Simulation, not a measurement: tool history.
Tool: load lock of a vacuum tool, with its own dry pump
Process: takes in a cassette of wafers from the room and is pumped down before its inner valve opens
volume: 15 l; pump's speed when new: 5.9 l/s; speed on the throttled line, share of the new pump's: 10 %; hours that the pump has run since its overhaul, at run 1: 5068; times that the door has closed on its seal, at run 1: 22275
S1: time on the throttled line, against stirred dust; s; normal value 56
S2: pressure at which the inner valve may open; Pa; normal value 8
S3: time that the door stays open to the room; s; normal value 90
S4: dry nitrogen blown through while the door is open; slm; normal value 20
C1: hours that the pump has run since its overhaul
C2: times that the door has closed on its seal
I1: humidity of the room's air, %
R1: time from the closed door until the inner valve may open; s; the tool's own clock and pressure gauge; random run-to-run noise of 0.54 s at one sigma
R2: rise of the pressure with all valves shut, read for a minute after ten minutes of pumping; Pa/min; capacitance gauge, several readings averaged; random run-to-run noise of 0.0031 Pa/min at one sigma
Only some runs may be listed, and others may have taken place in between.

run 1 hour=0 | S1=56 S2=8 S3=90 S4=20 | C1=5068 C2=22275 | I1=44.5 | R1=75.6 R2=0.361
run 2 hour=103.8 | S1=56 S2=8 S3=90 S4=20 | C1=5172 C2=22560 | I1=44.7 | R1=75.7 R2=0.368
run 3 hour=177.1 | S1=56 S2=8 S3=90 S4=20 | C1=5245 C2=22761 | I1=45.6 | R1=75 R2=0.374
run 4 hour=256.9 | S1=45 S2=8 S3=90 S4=20 | C1=5325 C2=22981 | I1=46.6 | R1=65.5 R2=0.384
run 5 hour=327.2 | S1=45 S2=8 S3=90 S4=20 | C1=5395 C2=23174 | I1=45.7 | R1=65.3 R2=0.387
run 6 hour=440.8 | S1=56 S2=13 S3=90 S4=20 | C1=5509 C2=23485 | I1=46.3 | R1=73.5 R2=0.388
run 7 hour=563.3 | S1=56 S2=8 S3=90 S4=20 | C1=5631 C2=23822 | I1=44.5 | R1=75.2 R2=0.394
run 8 hour=668 | S1=56 S2=8 S3=226 S4=20 | C1=5736 C2=24109 | I1=47.1 | R1=74.5 R2=0.458
run 9 hour=788.9 | S1=104 S2=14 S3=35 S4=7 | C1=5857 C2=24441 | I1=45.8 | R1=116.5 R2=0.396
run 10 hour=939.3 | S1=56 S2=8 S3=84 S4=20 | C1=6007 C2=24854 | I1=45 | R1=75 R2=0.415
run 11 hour=1070.3 | S1=103 S2=7 S3=115 S4=7 | C1=6138 C2=25214 | I1=50.3 | R1=119 R2=0.476
run 12 hour=1177.8 | S1=103 S2=7 S3=115 S4=7 | C1=6246 C2=25509 | I1=41.7 | R1=117.1 R2=0.468
run 13 hour=1322 | S1=54 S2=7 S3=52 S4=7 | C1=6390 C2=25905 | I1=42.5 | R1=74.3 R2=0.437
run 14 hour=1428.1 | S1=54 S2=7 S3=52 S4=7 | C1=6496 C2=26196 | I1=48.1 | R1=73.6 R2=0.453
run 15 hour=1565 | S1=54 S2=7 S3=52 S4=7 | C1=6633 C2=26572 | I1=46.7 | R1=75.1 R2=0.462

Alternative continuations, all from the tool just after run 15; predict every row:
run A hour=1709 | S1=56 S2=6 S3=90 S4=7 | C1=6777 C2=26967 | I1=43.6 | R1=? R2=?
run B hour=1709 | S1=31 S2=7 S3=130 S4=7 | C1=6777 C2=26967 | I1=46.1 | R1=? R2=?
run C hour=1709 | S1=34 S2=7 S3=90 S4=20 | C1=6777 C2=26967 | I1=45.2 | R1=? R2=?

run=A R1=76.2 R2=0.496
run=B R1=54.1 R2=0.533
run=C R1=57.4 R2=0.475
Take away the tool's hidden state, keep each run's random variation, and the runs would have read:
run=A R1=74.8 R2=0.09
run=B R1=52.5 R2=0.123
run=C R1=55.8 R2=0.07

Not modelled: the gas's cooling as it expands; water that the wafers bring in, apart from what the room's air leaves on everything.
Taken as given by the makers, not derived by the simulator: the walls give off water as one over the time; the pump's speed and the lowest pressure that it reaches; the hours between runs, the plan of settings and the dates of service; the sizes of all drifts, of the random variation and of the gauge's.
